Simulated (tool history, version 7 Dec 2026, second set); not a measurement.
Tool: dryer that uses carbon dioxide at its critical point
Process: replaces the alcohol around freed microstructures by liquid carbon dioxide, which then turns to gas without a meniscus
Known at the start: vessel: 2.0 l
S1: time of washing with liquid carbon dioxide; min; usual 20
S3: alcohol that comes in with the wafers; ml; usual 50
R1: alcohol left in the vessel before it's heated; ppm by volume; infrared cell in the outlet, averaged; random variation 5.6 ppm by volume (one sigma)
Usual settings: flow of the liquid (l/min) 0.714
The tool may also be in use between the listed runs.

run 1 hour=0 | S1=20 flow_of_the_liquid_(l/min)=0.714 S3=50 | R1=372
run 2 hour=28.3 | S1=20 flow_of_the_liquid_(l/min)=0.714 S3=24 | R1=249
run 3 hour=64.7 | S1=20 flow_of_the_liquid_(l/min)=0.714 S3=24 | R1=268
run 4 hour=93.6 | S1=20 flow_of_the_liquid_(l/min)=0.714 S3=24 | R1=278
run 5 hour=130.5 | S1=20 flow_of_the_liquid_(l/min)=0.714 S3=24 | R1=292
run 6 hour=182.8 | S1=20 flow_of_the_liquid_(l/min)=0.714 S3=24 | R1=302
run 7 hour=227.6 | S1=20 flow_of_the_liquid_(l/min)=0.714 S3=50 | R1=335
run 8 hour=264.2 | S1=20 flow_of_the_liquid_(l/min)=0.714 S3=50 | R1=323
run 9 hour=287.9 | S1=13 flow_of_the_liquid_(l/min)=0.714 S3=50 | R1=1172
run 10 hour=334.8 | S1=20 flow_of_the_liquid_(l/min)=0.714 S3=47 | R1=365
run 11 hour=371.9 | S1=20 flow_of_the_liquid_(l/min)=0.714 S3=47 | R1=365
run 12 hour=399.1 | S1=20 flow_of_the_liquid_(l/min)=0.714 S3=50 | R1=374
run 13 hour=450.8 | S1=20 flow_of_the_liquid_(l/min)=0.714 S3=50 | R1=412
run 14 hour=478.2 | S1=20 flow_of_the_liquid_(l/min)=0.714 S3=50 | R1=431
run 15 hour=516 | S1=20 flow_of_the_liquid_(l/min)=0.714 S3=50 | R1=441
run 16 hour=550.4 | S1=20 flow_of_the_liquid_(l/min)=1.182 S3=50 | R1=207
run 17 hour=597.8 | S1=20 flow_of_the_liquid_(l/min)=1.182 S3=87 | R1=220
run 18 hour=631 | S1=20 flow_of_the_liquid_(l/min)=1.182 S3=50 | R1=216
run 19 hour=673.1 | S1=20 flow_of_the_liquid_(l/min)=1.182 S3=50 | R1=231
run 20 hour=703.9 | S1=20 flow_of_the_liquid_(l/min)=1.182 S3=50 | R1=222
run 21 hour=745 | S1=20 flow_of_the_liquid_(l/min)=0.605 S3=50 | R1=600
run 22 hour=799.1 | S1=20 flow_of_the_liquid_(l/min)=0.714 S3=92 | R1=569
run 23 hour=853.3 | S1=14 flow_of_the_liquid_(l/min)=0.714 S3=50 | R1=1056
run 24 hour=898.9 | S1=14 flow_of_the_liquid_(l/min)=0.714 S3=50 | R1=1092
run 25 hour=947.8 | S1=14 flow_of_the_liquid_(l/min)=0.714 S3=50 | R1=1211
run 26 hour=999.6 | S1=24 flow_of_the_liquid_(l/min)=0.509 S3=50 | R1=755
run 27 hour=1050.2 | S1=24 flow_of_the_liquid_(l/min)=0.509 S3=50 | R1=532
run 28 hour=1095.7 | S1=30 flow_of_the_liquid_(l/min)=0.456 S3=69 | R1=494
run 29 hour=1118.2 | S1=31 flow_of_the_liquid_(l/min)=0.54 S3=101 | R1=304
run 30 hour=1165.2 | S1=31 flow_of_the_liquid_(l/min)=0.54 S3=101 | R1=332
run 31 hour=1190 | S1=31 flow_of_the_liquid_(l/min)=0.54 S3=101 | R1=170
run 32 hour=1224.6 | S1=12 flow_of_the_liquid_(l/min)=0.541 S3=110 | R1=5789
run 33 hour=1250.8 | S1=12 flow_of_the_liquid_(l/min)=0.826 S3=44 | R1=736
run 34 hour=1290.5 | S1=23 flow_of_the_liquid_(l/min)=1.086 S3=49 | R1=41
run 35 hour=1341.6 | S1=22 flow_of_the_liquid_(l/min)=0.558 S3=50 | R1=442
run 36 hour=1369 | S1=22 flow_of_the_liquid_(l/min)=0.558 S3=50 | R1=463
run 37 hour=1409.3 | S1=20 flow_of_the_liquid_(l/min)=0.642 S3=34 | R1=302
run 38 hour=1435.5 | S1=24 flow_of_the_liquid_(l/min)=0.714 S3=73 | R1=183
run 39 hour=1484 | S1=24 flow_of_the_liquid_(l/min)=0.714 S3=73 | R1=201
run 40 hour=1534 | S1=22 flow_of_the_liquid_(l/min)=1.085 S3=63 | R1=84
run 41 hour=1574 | S1=16 flow_of_the_liquid_(l/min)=0.988 S3=107 | R1=414
run 42 hour=1617.4 | S1=30 flow_of_the_liquid_(l/min)=0.714 S3=50 | R1=111
run 43 hour=1670.4 | S1=30 flow_of_the_liquid_(l/min)=0.714 S3=50 | R1=125
run 44 hour=1693.7 | S1=30 flow_of_the_liquid_(l/min)=0.714 S3=50 | R1=106
run 45 hour=1721.9 | S1=30 flow_of_the_liquid_(l/min)=0.714 S3=50 | R1=108
run 46 hour=1744.1 | S1=24 flow_of_the_liquid_(l/min)=1.1 S3=108 | R1=104
run 47 hour=1774.7 | S1=24 flow_of_the_liquid_(l/min)=1.1 S3=108 | R1=92

Taken out of this log: 5 entries between the listed runs. Where each belongs, and how the hidden state differs across it:
Between runs 6 and 7: inlet filter changed (hour 201.1)
  flow that reaches the vessel past the clogged filter, %: 85.8 -> 99; alcohol in the recycled carbon dioxide, ppm: 146.1 -> 151.8
  measured less the result without the state, R1: +222 -> +160 ppm by volume
Between runs 19 and 20: inlet filter changed (hour 692.9)
  flow that reaches the vessel past the clogged filter, %: 87.1 -> 99; alcohol in the recycled carbon dioxide, ppm: 208.8 -> 212.8
  measured less the result without the state, R1: +214 -> +207 ppm by volume
Between runs 26 and 27: purifier's bed changed (hour 1043.3)
  flow that reaches the vessel past the clogged filter, %: 91.2 -> 89.9; alcohol in the recycled carbon dioxide, ppm: 250.4 -> 7.4
  measured less the result without the state, R1: +404 -> +189 ppm by volume
Between runs 30 and 31: inlet filter changed (hour 1186.8)
  flow that reaches the vessel past the clogged filter, %: 86.9 -> 99.7; alcohol in the recycled carbon dioxide, ppm: 22.3 -> 25.2
  measured less the result without the state, R1: +180 -> +23 ppm by volume
Between runs 43 and 44: inlet filter changed (hour 1679)
  flow that reaches the vessel past the clogged filter, %: 86.5 -> 99.6; alcohol in the recycled carbon dioxide, ppm: 87.3 -> 90.2
  measured less the result without the state, R1: +104 -> +88 ppm by volume

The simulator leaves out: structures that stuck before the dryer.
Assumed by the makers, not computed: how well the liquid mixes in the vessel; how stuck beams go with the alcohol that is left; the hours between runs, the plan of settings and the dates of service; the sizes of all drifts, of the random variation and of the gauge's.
